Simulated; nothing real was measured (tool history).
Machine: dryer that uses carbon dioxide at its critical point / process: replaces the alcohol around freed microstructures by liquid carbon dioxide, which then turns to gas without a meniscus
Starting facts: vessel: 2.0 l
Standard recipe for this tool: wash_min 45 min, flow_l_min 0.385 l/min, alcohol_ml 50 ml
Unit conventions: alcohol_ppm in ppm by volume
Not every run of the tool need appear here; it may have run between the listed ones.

run   hour  wash_min  flow_l_min  alcohol_ml  alcohol_ppm
  1      0        45       0.385          50           79
  2   28.7        45       0.385          50           84
  3   49.4        45       0.385          50           79
  4   81.5        54       0.385          50           52
  5   98.1        49       0.385          50           72
  6  113.1        45       0.385          50           77
  7  144.8        45       0.385          50           81
  8  178.3        45       0.385          30           78
  9  211.5        45       0.385          30           88
 10  225.9        40       0.512          33           78
 11  242.7        40       0.512          33           79
 12  269.4        39       0.325         103          434
 13    303        56       0.459          95           85
 14  331.6        56       0.459          95           77
 15    347        56       0.459          95           84

Predict each of these 4 candidate next runs independently; none follows another, all start after run 15:
  A   381        36       0.252         109            ?
  B   381        37       0.385          50            ?
  C   381        27       0.459          95            ?
  D   381        42       0.385          91            ?

run  alcohol_ppm
  A         1784
  B          174
  C          467
  D          169
What these runs would have given with no unlogged condition in the tool:
run  alcohol_ppm
  A         1365
  B           69
  C          286
  D           63
